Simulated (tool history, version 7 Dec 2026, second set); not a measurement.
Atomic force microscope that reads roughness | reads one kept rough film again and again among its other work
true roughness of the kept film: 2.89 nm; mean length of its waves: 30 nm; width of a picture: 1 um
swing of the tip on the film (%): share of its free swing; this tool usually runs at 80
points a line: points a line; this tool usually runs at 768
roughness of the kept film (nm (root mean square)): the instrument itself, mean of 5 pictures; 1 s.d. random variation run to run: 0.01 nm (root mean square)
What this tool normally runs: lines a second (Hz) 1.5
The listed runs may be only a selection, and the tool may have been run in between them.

run	hour	lines a second (Hz)	swing of the tip on the film (%)	points a line	roughness of the kept film (nm (root mean square))
1	0	1.5	80	768	2.305
2	47.3	1.5	80	768	2.32
3	112.3	1.5	80	317	2.3
4	158.1	3.36	80	768	1.998
5	230.8	1.5	80	768	2.325
6	305.4	1.5	80	768	2.3
7	350.5	1.5	80	768	2.327
8	413.8	1.5	80	768	2.302
9	472.9	1.5	60	768	2.533
10	532.7	1.5	60	768	2.531
11	605	1.5	60	768	2.514
12	647	2.88	80	768	2.068
13	721.9	1.5	80	415	2.308
14	778.9	1.5	80	415	2.286
15	829.9	1.5	73	355	2.388
16	878.5	1.5	80	918	2.332
17	941	0.93	80	566	2.414
18	972.5	3.21	70	271	2.214
19	1041.9	0.58	75	378	2.514
20	1108.7	1.37	61	378	2.505
21	1181	0.56	80	592	2.514
22	1255.4	1.19	88	768	2.276
23	1290.7	0.71	80	981	2.469
24	1345.9	1.5	57	718	2.543
25	1414.5	0.93	75	551	2.453
26	1467.5	0.93	75	551	2.496
27	1531.7	0.93	75	551	2.47
28	1571.1	2.6	80	308	2.089

Withheld: 7 entries from between the runs. Position of each, and hidden state at the listed run before versus the listed run after:
Runs 2 to 3: new tip fitted (hour 97.9)
  radius of the tip, nm: 7.2 -> 7
Runs 6 to 7: new tip fitted (hour 349.6)
  radius of the tip, nm: 7.2 -> 7
Runs 10 to 11: new tip fitted (hour 604.4)
  radius of the tip, nm: 7.2 -> 7
Runs 15 to 16: new tip fitted (hour 860.6)
  radius of the tip, nm: 7.2 -> 7
Runs 17 to 18: height scale calibrated on a step standard (hour 968.5)
  height scale over the true one, %: 0.02 -> 0
Runs 20 to 21: new tip fitted (hour 1113.8)
  radius of the tip, nm: 7.3 -> 7.1
Runs 24 to 25: new tip fitted (hour 1366.6)
  radius of the tip, nm: 7.3 -> 7.1
